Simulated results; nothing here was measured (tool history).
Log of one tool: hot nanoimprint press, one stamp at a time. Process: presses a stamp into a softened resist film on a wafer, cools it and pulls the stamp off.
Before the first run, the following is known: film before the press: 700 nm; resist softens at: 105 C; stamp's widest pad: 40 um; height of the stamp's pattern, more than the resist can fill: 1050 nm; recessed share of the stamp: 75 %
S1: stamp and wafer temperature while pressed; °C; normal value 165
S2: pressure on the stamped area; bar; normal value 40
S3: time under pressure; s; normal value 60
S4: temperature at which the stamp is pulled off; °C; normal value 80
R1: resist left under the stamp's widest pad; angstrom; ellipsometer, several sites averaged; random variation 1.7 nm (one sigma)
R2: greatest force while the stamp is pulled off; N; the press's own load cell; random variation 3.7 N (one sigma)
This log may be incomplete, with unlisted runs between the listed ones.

run   hour   S1    S2  S3  S4    R1   R2
  1      0  165    40  60  80  2695  245
  2   21.1  165  59.2  60  80  2161  245
  3   30.6  165  59.2  60  80  2193  247
  4   52.8  165  59.2  60  80  2182  264
  5   65.1  165  59.2  60  80  2156  247
  6   87.8  165  59.2  60  80  2205  258
  7    104  162  59.2  60  80  2645  268
  8  120.7  164  59.2  60  80  2339  259
  9    132  165  25.6  60  80  3384  268
 10  146.4  165    40  60  80  2722  273
 11  155.8  165    40  60  80  2702  273
 12  167.9  165    40  60  80  2680  272
 13  188.2  165    40  60  80  2679  285
 14  202.9  165    40  60  80  2686  278
 15  222.4  165    40  60  68  2700  338
 16  251.1  165    40  60  71  2736  201
 17  266.6  172  39.5  41  85  2122  175
 18  281.8  161  26.5  72  80  3890  190
 19  294.7  161  52.8  81  80  2692  187
 20  309.2  161  52.8  81  80  2718  192
 21    332  165    40  60  85  2728  184
 22  341.9  165    40  60  85  2724  188
 23  351.3  162    40  60  80  3255  199
 24  365.8  169  50.9  52  82  1998  197
 25  377.5  169  50.9  52  82  2029  201
 26  390.9  160  50.9  52  86  3509  188
 27  412.3  160  50.9  52  86  3471  187
 28  430.1  160  50.9  52  86  3454  200
 29  447.5  160  50.9  52  76  3490  228
 30  457.2  160  50.9  52  76  3488  226

Missing from the log above: 1 entry noted between runs. For each, name the pair of listed runs it sits between and say how the tool's hidden condition differs from the listed run just before to the listed run just after:
Runs 15 to 16: stamp cleaned and given a new release coat (hour 248.5)
  true temperature over the reading, C: 0.15 -> 0.13; pressure that arrives at the usual setting, %: 99.1 -> 99.07; grip of the stamp's worn release coat, % over a new coat's: 62.6 -> 0.2
  measured value less the no-hidden-state value, R1: -13 -> -8 angstrom; R2: +129 -> +0 N

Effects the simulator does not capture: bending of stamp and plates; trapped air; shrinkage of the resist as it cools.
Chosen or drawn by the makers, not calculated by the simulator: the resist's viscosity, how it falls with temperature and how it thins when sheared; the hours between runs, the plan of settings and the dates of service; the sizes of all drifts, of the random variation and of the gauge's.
